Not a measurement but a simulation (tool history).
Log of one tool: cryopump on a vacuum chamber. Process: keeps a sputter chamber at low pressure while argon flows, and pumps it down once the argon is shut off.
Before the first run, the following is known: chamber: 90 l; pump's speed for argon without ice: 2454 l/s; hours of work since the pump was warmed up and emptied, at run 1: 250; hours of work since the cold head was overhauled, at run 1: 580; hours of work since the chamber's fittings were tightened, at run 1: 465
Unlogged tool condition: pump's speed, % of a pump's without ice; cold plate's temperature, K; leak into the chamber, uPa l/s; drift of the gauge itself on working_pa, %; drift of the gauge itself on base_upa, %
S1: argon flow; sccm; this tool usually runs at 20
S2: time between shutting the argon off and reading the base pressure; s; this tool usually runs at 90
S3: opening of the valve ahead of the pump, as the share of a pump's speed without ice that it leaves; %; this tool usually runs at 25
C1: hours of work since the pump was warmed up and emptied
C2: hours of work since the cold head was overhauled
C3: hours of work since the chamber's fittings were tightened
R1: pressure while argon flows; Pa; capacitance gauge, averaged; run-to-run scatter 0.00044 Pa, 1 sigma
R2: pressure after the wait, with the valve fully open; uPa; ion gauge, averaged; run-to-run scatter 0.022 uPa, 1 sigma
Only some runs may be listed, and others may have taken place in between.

Run 1, hour 0.0: usual settings; C1 250; C2 580; C3 465. Result: R1 0.0589 Pa, R2 1.28 uPa.
Run 2, hour 30.0: usual settings; C1 275; C2 606; C3 490. Result: R1 0.0589 Pa, R2 1.37 uPa.
Run 3, hour 71.7: usual settings; C1 311; C2 641; C3 526. Result: R1 0.0602 Pa, R2 1.36 uPa.
At hour 97.0: pump warmed up, emptied and cooled again.
Run 4, hour 101.9: usual settings; C1 4; C2 662; C3 547. Result: R1 0.0554 Pa, R2 1.15 uPa.
Run 5, hour 121.5: usual settings; C1 21; C2 679; C3 564. Result: R1 0.0559 Pa, R2 1.17 uPa.
Run 6, hour 149.8: usual settings; C1 45; C2 703; C3 588. Result: R1 0.0560 Pa, R2 1.22 uPa.
Run 7, hour 191.6: usual settings; C1 80; C2 738; C3 623. Result: R1 0.0560 Pa, R2 1.31 uPa.
Run 8, hour 225.9: usual settings; C1 109; C2 767; C3 652. Result: R1 0.0565 Pa, R2 1.32 uPa.
Run 9, hour 254.5: usual settings; C1 133; C2 792; C3 676. Result: R1 0.0568 Pa, R2 1.40 uPa.
Run 10, hour 281.9: usual settings; C1 157; C2 815; C3 699. Result: R1 0.0572 Pa, R2 1.42 uPa.
Run 11, hour 311.0: usual settings; C1 181; C2 840; C3 724. Result: R1 0.0569 Pa, R2 1.44 uPa.
Run 12, hour 348.9: usual settings but S1 11 sccm; C1 213; C2 872; C3 756. Result: R1 0.0313 Pa, R2 1.53 uPa.
Run 13, hour 388.6: usual settings but S1 11 sccm; C1 247; C2 905; C3 790. Result: R1 0.0325 Pa, R2 1.57 uPa.
Run 14, hour 422.0: usual settings but S1 16 sccm, S2 77 s, S3 34 %; C1 275; C2 934; C3 818. Result: R1 0.0349 Pa, R2 1.68 uPa.
Run 15, hour 458.1: usual settings but S3 16 %; C1 306; C2 964; C3 849. Result: R1 0.0902 Pa, R2 1.69 uPa.
At hour 490.3: pump warmed up, emptied and cooled again.
Run 16, hour 490.3: usual settings but S1 13 sccm, S2 258 s, S3 16 %; C1 0; C2 987; C3 872. Result: R1 0.0556 Pa, R2 1.15 uPa.
Run 17, hour 531.0: usual settings but S1 13 sccm, S2 258 s, S3 16 %; C1 34; C2 1022; C3 906. Result: R1 0.0566 Pa, R2 1.23 uPa.
Run 18, hour 565.1: usual settings but S1 15 sccm, S2 258 s, S3 16 %; C1 63; C2 1051; C3 935. Result: R1 0.0654 Pa, R2 1.26 uPa.
Run 19, hour 593.8: usual settings but S2 177 s; C1 88; C2 1075; C3 959. Result: R1 0.0566 Pa, R2 1.41 uPa.
Run 20, hour 622.3: usual settings but S1 12 sccm, S2 29 s; C1 112; C2 1099; C3 984. Result: R1 0.0339 Pa, R2 2.58 uPa.
Run 21, hour 651.8: usual settings but S2 23 s, S3 51 %; C1 137; C2 1124; C3 1009. Result: R1 0.0289 Pa, R2 3.11 uPa.

Some steps in R1 between neighbouring runs. How much of each would the tool show without its hidden state too (settings, what came in, random variation), and how much is left for the hidden state, with any gauge scatter that isn't in both results?
Run 3 -> 4: pump warmed up, emptied and cooled again. R1 -0.0048 Pa: hidden state -0.0046, all else -0.0002.
Run 14 -> 15: S1 16 -> 20, S2 77 -> 90, S3 34 -> 16. R1 +0.0553 Pa: hidden state +0.0011, all else +0.0542.
Run 15 -> 16: S1 20 -> 13, S2 90 -> 258, pump warmed up, emptied and cooled again. R1 -0.0346 Pa: hidden state -0.0038, all else -0.0308.
